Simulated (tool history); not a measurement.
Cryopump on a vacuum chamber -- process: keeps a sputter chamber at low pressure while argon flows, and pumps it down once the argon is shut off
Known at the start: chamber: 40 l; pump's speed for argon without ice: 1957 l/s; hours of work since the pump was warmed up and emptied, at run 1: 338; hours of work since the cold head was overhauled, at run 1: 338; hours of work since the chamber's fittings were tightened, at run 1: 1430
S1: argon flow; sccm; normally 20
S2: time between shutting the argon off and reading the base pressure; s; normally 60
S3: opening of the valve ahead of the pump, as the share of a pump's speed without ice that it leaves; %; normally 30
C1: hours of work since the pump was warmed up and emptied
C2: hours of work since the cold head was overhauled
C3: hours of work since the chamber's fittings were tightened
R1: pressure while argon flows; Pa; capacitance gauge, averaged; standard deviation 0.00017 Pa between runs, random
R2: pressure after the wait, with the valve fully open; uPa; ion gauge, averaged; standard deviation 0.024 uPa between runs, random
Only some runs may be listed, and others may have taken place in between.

run,day,S1,S2,S3,C1,C2,C3,R1,R2
1,0,20,60,30,338,338,1430,0.0595,1.7
2,0.792,21,60,30,350,350,1441,0.0626,1.68
3,1.379,20,60,30,358,358,1450,0.0596,1.71
4,1.808,20,60,30,364,364,1456,0.0596,1.64
5,2.496,20,38,30,374,374,1466,0.0595,2.08
6,3.175,17,66,30,384,384,1476,0.0508,1.64
7,3.75,17,66,30,393,393,1484,0.0507,1.59
8,4.296,17,66,30,400,400,1492,0.0508,1.61
9,4.846,14,72,30,408,408,1500,0.042,1.6
10,5.229,23,60,19,414,414,1506,0.1072,1.69

3 options for the next run, each taken on its own from the tool as it stands now. Forecast them:
A,5.642,10,50,30,420,420,1512,?,?
B,5.642,10,56,40,420,420,1512,?,?
C,5.642,24,60,30,420,420,1512,?,?

run,R1,R2
A,0.0299,1.87
B,0.0225,1.69
C,0.0716,1.77
The same runs, with their run-to-run variation unchanged, on a tool lacking any hidden condition would have given:
run,R1,R2
A,0.0288,1.05
B,0.0213,0.91
C,0.0688,0.94
